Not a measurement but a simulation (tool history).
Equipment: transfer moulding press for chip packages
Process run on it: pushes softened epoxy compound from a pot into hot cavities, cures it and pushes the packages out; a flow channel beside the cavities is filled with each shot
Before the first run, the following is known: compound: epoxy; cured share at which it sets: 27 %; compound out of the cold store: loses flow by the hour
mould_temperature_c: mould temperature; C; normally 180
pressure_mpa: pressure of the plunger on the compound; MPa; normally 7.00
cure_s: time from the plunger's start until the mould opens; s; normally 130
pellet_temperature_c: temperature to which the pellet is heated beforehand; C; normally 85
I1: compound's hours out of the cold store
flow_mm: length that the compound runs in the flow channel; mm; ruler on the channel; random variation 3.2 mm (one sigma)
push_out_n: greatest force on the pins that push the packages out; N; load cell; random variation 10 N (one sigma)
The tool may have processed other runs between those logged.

run 1 day=0.000 | mould_temperature_c=180 pressure_mpa=7.00 cure_s=130 pellet_temperature_c=85 | I1=17.7 | flow_mm=717 push_out_n=923
-- day=1.188 cavities cleaned with cleaning compound and waxed
run 2 day=1.425 | mould_temperature_c=180 pressure_mpa=7.00 cure_s=130 pellet_temperature_c=85 | I1=30.6 | flow_mm=648 push_out_n=538
run 3 day=2.342 | mould_temperature_c=180 pressure_mpa=7.00 cure_s=130 pellet_temperature_c=85 | I1=31.2 | flow_mm=644 push_out_n=747
run 4 day=3.925 | mould_temperature_c=180 pressure_mpa=7.00 cure_s=130 pellet_temperature_c=85 | I1=17.3 | flow_mm=701 push_out_n=905
-- day=4.667 cavities cleaned with cleaning compound and waxed
run 5 day=4.917 | mould_temperature_c=180 pressure_mpa=7.00 cure_s=130 pellet_temperature_c=85 | I1=29.4 | flow_mm=639 push_out_n=523
run 6 day=6.475 | mould_temperature_c=180 pressure_mpa=7.00 cure_s=130 pellet_temperature_c=85 | I1=23.7 | flow_mm=665 push_out_n=810
-- day=7.558 plunger's sealing rings changed
-- day=8.225 cavities cleaned with cleaning compound and waxed
run 7 day=8.775 | mould_temperature_c=180 pressure_mpa=7.00 cure_s=130 pellet_temperature_c=85 | I1=30.7 | flow_mm=685 push_out_n=629
run 8 day=9.762 | mould_temperature_c=180 pressure_mpa=7.00 cure_s=130 pellet_temperature_c=85 | I1=31.1 | flow_mm=678 push_out_n=818
-- day=11.679 cavities cleaned with cleaning compound and waxed
run 9 day=12.042 | mould_temperature_c=180 pressure_mpa=7.00 cure_s=130 pellet_temperature_c=85 | I1=33.2 | flow_mm=665 push_out_n=564
run 10 day=13.317 | mould_temperature_c=180 pressure_mpa=7.00 cure_s=130 pellet_temperature_c=85 | I1=12.5 | flow_mm=761 push_out_n=842
-- day=15.096 cavities cleaned with cleaning compound and waxed
run 11 day=15.650 | mould_temperature_c=180 pressure_mpa=7.00 cure_s=130 pellet_temperature_c=85 | I1=13.4 | flow_mm=743 push_out_n=639
run 12 day=17.012 | mould_temperature_c=180 pressure_mpa=7.00 cure_s=130 pellet_temperature_c=85 | I1=44.1 | flow_mm=597 push_out_n=812
-- day=18.617 cavities cleaned with cleaning compound and waxed
run 13 day=18.621 | mould_temperature_c=180 pressure_mpa=7.00 cure_s=130 pellet_temperature_c=85 | I1=13.1 | flow_mm=740 push_out_n=446
run 14 day=19.608 | mould_temperature_c=180 pressure_mpa=7.00 cure_s=130 pellet_temperature_c=85 | I1=15.4 | flow_mm=728 push_out_n=775
run 15 day=20.558 | mould_temperature_c=180 pressure_mpa=7.74 cure_s=147 pellet_temperature_c=85 | I1=27.0 | flow_mm=700 push_out_n=715
run 16 day=21.804 | mould_temperature_c=187 pressure_mpa=5.78 cure_s=124 pellet_temperature_c=82 | I1=29.8 | flow_mm=570 push_out_n=756
-- day=22.054 cavities cleaned with cleaning compound and waxed
run 17 day=24.112 | mould_temperature_c=184 pressure_mpa=7.02 cure_s=119 pellet_temperature_c=84 | I1=42.6 | flow_mm=578 push_out_n=783
-- day=24.329 mould's thermocouples calibrated
-- day=25.592 cavities cleaned with cleaning compound and waxed
run 18 day=26.221 | mould_temperature_c=180 pressure_mpa=7.00 cure_s=158 pellet_temperature_c=86 | I1=42.7 | flow_mm=578 push_out_n=520
run 19 day=27.208 | mould_temperature_c=180 pressure_mpa=7.26 cure_s=126 pellet_temperature_c=86 | I1=41.6 | flow_mm=591 push_out_n=795
-- day=27.758 plunger's sealing rings changed
-- day=29.121 cavities cleaned with cleaning compound and waxed
run 20 day=29.379 | mould_temperature_c=180 pressure_mpa=7.26 cure_s=126 pellet_temperature_c=86 | I1=44.5 | flow_mm=628 push_out_n=521
run 21 day=31.521 | mould_temperature_c=180 pressure_mpa=7.26 cure_s=126 pellet_temperature_c=86 | I1=47.7 | flow_mm=614 push_out_n=843
-- day=32.304 mould's thermocouples calibrated, once more
-- day=32.742 cavities cleaned with cleaning compound and waxed
run 22 day=33.367 | mould_temperature_c=180 pressure_mpa=7.26 cure_s=126 pellet_temperature_c=86 | I1=12.1 | flow_mm=783 push_out_n=714
run 23 day=34.975 | mould_temperature_c=180 pressure_mpa=7.26 cure_s=126 pellet_temperature_c=86 | I1=10.7 | flow_mm=788 push_out_n=1030
-- day=36.254 cavities cleaned with cleaning compound and waxed
run 24 day=37.250 | mould_temperature_c=180 pressure_mpa=7.26 cure_s=126 pellet_temperature_c=86 | I1=34.3 | flow_mm=660 push_out_n=737
run 25 day=38.612 | mould_temperature_c=180 pressure_mpa=7.26 cure_s=126 pellet_temperature_c=86 | I1=19.7 | flow_mm=722 push_out_n=959
-- day=39.688 cavities cleaned with cleaning compound and waxed
run 26 day=39.892 | mould_temperature_c=180 pressure_mpa=7.26 cure_s=126 pellet_temperature_c=86 | I1=11.9 | flow_mm=759 push_out_n=598
run 27 day=41.171 | mould_temperature_c=180 pressure_mpa=7.26 cure_s=126 pellet_temperature_c=86 | I1=23.9 | flow_mm=697 push_out_n=837

Forecast each of these 3 alternatives for the next run:
run A day=42.104 | mould_temperature_c=175 pressure_mpa=6.58 cure_s=163 pellet_temperature_c=85 | I1=33.6 | flow_mm=? push_out_n=?
run B day=42.104 | mould_temperature_c=184 pressure_mpa=7.26 cure_s=146 pellet_temperature_c=86 | I1=34.4 | flow_mm=? push_out_n=?
run C day=42.104 | mould_temperature_c=176 pressure_mpa=7.00 cure_s=130 pellet_temperature_c=85 | I1=29.7 | flow_mm=? push_out_n=?

run=A flow_mm=628 push_out_n=832
run=B flow_mm=634 push_out_n=683
run=C flow_mm=664 push_out_n=1121
Without the tool's unlogged condition, the same runs would have read:
run=A flow_mm=668 push_out_n=421
run=B flow_mm=674 push_out_n=342
run=C flow_mm=706 push_out_n=560
